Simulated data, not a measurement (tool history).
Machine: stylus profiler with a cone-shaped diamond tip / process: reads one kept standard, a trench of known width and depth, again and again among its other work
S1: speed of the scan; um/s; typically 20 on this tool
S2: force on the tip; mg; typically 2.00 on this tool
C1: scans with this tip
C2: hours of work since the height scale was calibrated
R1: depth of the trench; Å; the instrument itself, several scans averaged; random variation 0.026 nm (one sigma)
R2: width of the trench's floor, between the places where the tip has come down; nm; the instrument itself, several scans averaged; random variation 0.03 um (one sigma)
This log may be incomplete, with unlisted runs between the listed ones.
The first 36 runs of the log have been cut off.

{"run": 37, "hour": 1187.4, "S1": 6, "S2": 4.02, "C1": 10394, "C2": 878, "R1": 2048.0, "R2": 96450}
{"run": 38, "hour": 1211.5, "S1": 5, "S2": 4.02, "C1": 10551, "C2": 891, "R1": 2048.2, "R2": 96470}
{"run": 39, "hour": 1232.1, "S1": 17, "S2": 2.84, "C1": 10686, "C2": 902, "R1": 2039.0, "R2": 96400}
{"run": 40, "hour": 1254.8, "S1": 13, "S2": 2.0, "C1": 10835, "C2": 915, "R1": 2031.5, "R2": 96350}
{"run": 41, "hour": 1277.0, "S1": 6, "S2": 0.82, "C1": 10981, "C2": 927, "R1": 2019.2, "R2": 96380}
{"hour": 1291.5, "done": "height scale calibrated on a step standard"}
{"run": 42, "hour": 1313.7, "S1": 9, "S2": 1.69, "C1": 11218, "C2": 12, "R1": 2025.7, "R2": 96410}
{"run": 43, "hour": 1349.3, "S1": 13, "S2": 1.69, "C1": 11451, "C2": 32, "R1": 2026.1, "R2": 96340}
{"run": 44, "hour": 1372.0, "S1": 41, "S2": 1.32, "C1": 11599, "C2": 45, "R1": 2022.4, "R2": 96060}
{"run": 45, "hour": 1410.5, "S1": 68, "S2": 0.78, "C1": 11852, "C2": 66, "R1": 2016.0, "R2": 95750}
{"run": 46, "hour": 1436.6, "S1": 17, "S2": 2.0, "C1": 12023, "C2": 80, "R1": 2029.2, "R2": 96260}
{"run": 47, "hour": 1464.8, "S1": 13, "S2": 0.92, "C1": 12208, "C2": 96, "R1": 2018.2, "R2": 96210}

4 ways to go on from here, each from the tool as it stands after run 47. What would each give?
{"run": "A", "hour": 1510.6, "S1": 5, "S2": 1.43, "C1": 12508, "C2": 121, "R1": "?", "R2": "?"}
{"run": "B", "hour": 1510.6, "S1": 11, "S2": 0.92, "C1": 12508, "C2": 121, "R1": "?", "R2": "?"}
{"run": "C", "hour": 1510.6, "S1": 31, "S2": 0.88, "C1": 12508, "C2": 121, "R1": "?", "R2": "?"}
{"run": "D", "hour": 1510.6, "S1": 20, "S2": 1.27, "C1": 12508, "C2": 121, "R1": "?", "R2": "?"}

run=A R1=2024.0 R2=96300
run=B R1=2017.9 R2=96260
run=C R1=2017.4 R2=96080
run=D R1=2022.6 R2=96220
With no hidden state in the tool, these same runs would have given:
run=A R1=2022.5 R2=97170
run=B R1=2016.4 R2=97140
run=C R1=2015.9 R2=96950
run=D R1=2021.1 R2=97090
